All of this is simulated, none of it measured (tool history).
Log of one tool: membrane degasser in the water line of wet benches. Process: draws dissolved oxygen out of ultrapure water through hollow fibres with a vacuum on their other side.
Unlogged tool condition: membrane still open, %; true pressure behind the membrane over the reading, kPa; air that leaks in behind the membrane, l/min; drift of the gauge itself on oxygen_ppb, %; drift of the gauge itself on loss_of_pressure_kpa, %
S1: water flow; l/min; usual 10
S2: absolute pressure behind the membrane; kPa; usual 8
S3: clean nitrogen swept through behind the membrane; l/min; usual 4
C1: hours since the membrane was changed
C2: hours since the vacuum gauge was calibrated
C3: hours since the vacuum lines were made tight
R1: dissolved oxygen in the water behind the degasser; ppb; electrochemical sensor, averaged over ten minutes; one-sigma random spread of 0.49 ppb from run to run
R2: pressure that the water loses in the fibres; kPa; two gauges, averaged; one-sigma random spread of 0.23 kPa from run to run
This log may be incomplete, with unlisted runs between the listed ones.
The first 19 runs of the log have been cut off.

run,hour,S1,S2,S3,C1,C2,C3,R1,R2
20,726.1,10,8,3.09,774,2267,2408,46.8,59.86
21,759,6,8,2.61,807,2300,2441,27.6,35.3
22,810.2,9,8,4,858,2351,2492,32.4,53.61
23,842.9,12,6.72,8.91,891,2384,2525,34.3,72.17
24,882.6,12,6.72,8.91,930,2424,2565,34.4,72.42
25,905.9,12,6.72,8.91,954,2447,2588,34.1,71.81
# hour 919.1: gauge calibrated
26,931.4,12,6.72,8.91,979,2473,2613,34,70.18
27,980.5,12,6.72,8.91,1028,2522,2663,33.8,70.62

Run 28, settings as shown, results not yet in. Your forecast:
28,1004.5,10,13.54,7.46,1052,2546,2687,?,?

For run 28 the tool returned R1 43.4 ppb, R2 58.44 kPa.
On a tool with no hidden condition, and with the same random variation, this run would have come out at R1 43.4 ppb, R2 58.3 kPa.
